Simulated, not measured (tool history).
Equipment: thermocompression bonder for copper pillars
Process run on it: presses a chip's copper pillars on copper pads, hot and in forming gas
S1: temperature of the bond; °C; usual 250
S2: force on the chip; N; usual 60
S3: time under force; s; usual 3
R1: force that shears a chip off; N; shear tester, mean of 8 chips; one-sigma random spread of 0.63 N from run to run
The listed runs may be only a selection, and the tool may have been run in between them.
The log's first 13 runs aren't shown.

| run | hour | S1 | S2 | S3 | R1 |
|---|---|---|---|---|---|
|  | 496.2 | forming gas filter changed |
| 14 | 504.5 | 250 | 60 | 2 | 55.7 |
| 15 | 538.7 | 250 | 60 | 2 | 55.1 |
| 16 | 561 | 250 | 60 | 2 | 53.3 |
| 17 | 594.8 | 229 | 60 | 2 | 39 |
| 18 | 627.9 | 229 | 44 | 2 | 27.2 |
| 19 | 654.8 | 229 | 44 | 2 | 26.4 |
|  | 670.7 | forming gas filter changed |
| 20 | 686.6 | 262 | 89 | 3 | 97.3 |
| 21 | 731.4 | 262 | 89 | 3 | 97.1 |
| 22 | 764 | 262 | 37 | 2 | 39.1 |
| 23 | 814.2 | 262 | 65 | 2 | 64.3 |
| 24 | 839.5 | 275 | 73 | 2 | 81.2 |
|  | 846.3 | forming gas filter changed |
| 25 | 880.3 | 275 | 72 | 5 | 106.5 |
| 26 | 917.3 | 250 | 57 | 3 | 59.4 |
| 27 | 962.8 | 232 | 75 | 3 | 58 |
| 28 | 997.4 | 221 | 45 | 2 | 22.7 |
|  | 1022.4 | forming gas filter changed |
| 29 | 1037.7 | 250 | 65 | 2 | 58.6 |
|  | 1046.7 | force cell calibrated |
| 30 | 1061.1 | 232 | 65 | 2 | 41.4 |
| 31 | 1108.8 | 232 | 65 | 2 | 40.5 |
| 32 | 1139.6 | 232 | 65 | 2 | 39.7 |
| 33 | 1191.8 | 258 | 85 | 8 | 103.5 |
|  | 1198.4 | forming gas filter changed |
| 34 | 1225.4 | 258 | 85 | 8 | 109.8 |
| 35 | 1248.3 | 258 | 85 | 5 | 97.7 |
| 36 | 1283.3 | 259 | 70 | 8 | 96.7 |
| 37 | 1320.3 | 263 | 70 | 8 | 99.2 |
|  | 1356.9 | heater calibrated with a thermocouple chip |
| 38 | 1369.6 | 250 | 53 | 3 | 58 |

Branching from run 38: 3 alternative next runs. What would each branch give?
|  | 1375.1 | forming gas filter changed |
| A | 1418.8 | 250 | 60 | 5 | ? |
|  | 1375.1 | forming gas filter changed |
| B | 1418.8 | 232 | 53 | 3 | ? |
|  | 1375.1 | forming gas filter changed |
| C | 1418.8 | 266 | 47 | 3 | ? |

| run | R1 |
|---|---|
| A | 80.6 |
| B | 46.8 |
| C | 68.7 |
Stripped of hidden state, with their random variation kept, the same runs would have yielded:
| run | R1 |
|---|---|
| A | 81.4 |
| B | 47.1 |
| C | 69.2 |

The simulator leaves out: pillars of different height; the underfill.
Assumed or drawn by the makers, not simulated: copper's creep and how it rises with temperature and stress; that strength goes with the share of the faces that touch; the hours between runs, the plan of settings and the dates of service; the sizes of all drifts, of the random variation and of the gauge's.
